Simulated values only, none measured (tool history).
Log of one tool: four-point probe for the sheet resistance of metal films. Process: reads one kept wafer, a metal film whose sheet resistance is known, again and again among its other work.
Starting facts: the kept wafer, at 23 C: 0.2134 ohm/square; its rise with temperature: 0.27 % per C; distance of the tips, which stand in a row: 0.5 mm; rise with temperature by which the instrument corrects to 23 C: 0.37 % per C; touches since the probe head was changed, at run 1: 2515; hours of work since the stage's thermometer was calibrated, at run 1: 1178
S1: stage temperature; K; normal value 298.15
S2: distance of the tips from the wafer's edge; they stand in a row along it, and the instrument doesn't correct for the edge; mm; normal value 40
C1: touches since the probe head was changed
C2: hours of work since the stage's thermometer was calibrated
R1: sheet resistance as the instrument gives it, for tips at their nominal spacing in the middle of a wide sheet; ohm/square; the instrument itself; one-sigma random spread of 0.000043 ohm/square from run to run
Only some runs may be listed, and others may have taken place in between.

run    hour      S1  S2     C1    C2        R1
  1       0  298.15  40   2515  1178  0.213413
  2      75  298.15  40   6432  1235  0.213217
  3   134.5  298.15  40   9540  1280  0.213187
  4   172.1  298.15  40  11506  1308   0.21305
  5     225  298.15  40  14269  1348  0.213024
  6   311.8  298.15  17  18805  1413  0.213005
  7   370.6  298.15  17  21876  1457  0.212904
      390.4  -- stage's thermometer calibrated
  8   432.8  298.15  17  25100    32  0.212837
  9   519.7  298.15  40  29636    97  0.212767
 10   595.3  298.15  40  33588   154   0.21259
 11   644.1  298.15  40  36138   191  0.212572
 12   701.5  298.15  40  39134   234   0.21249
 13   743.5  298.15  40  41329   266  0.212421
 14   788.4  298.15  40  43673   300  0.212265
 15   829.9  298.15  40  45843   331  0.212245
 16   912.1  302.15  40  50137   393  0.211386
 17   955.5  298.15  40  52404   425  0.212157
 18  1030.7  298.15  40  56334   482  0.211993
 19  1071.9  298.15  40  58484   513   0.21198
 20  1129.6  306.15  40  61500   556   0.21018
 21  1191.4  306.15  40  64728   603  0.210168
 22  1251.4  298.15  12  67859   648  0.211853

What does the tool deliver on the next run?
 23  1310.5  292.15   8  70950  693   ?

R1: 0.213266 ohm/square
Without the tool's hidden state the same run would have given R1 0.214693 ohm/square.
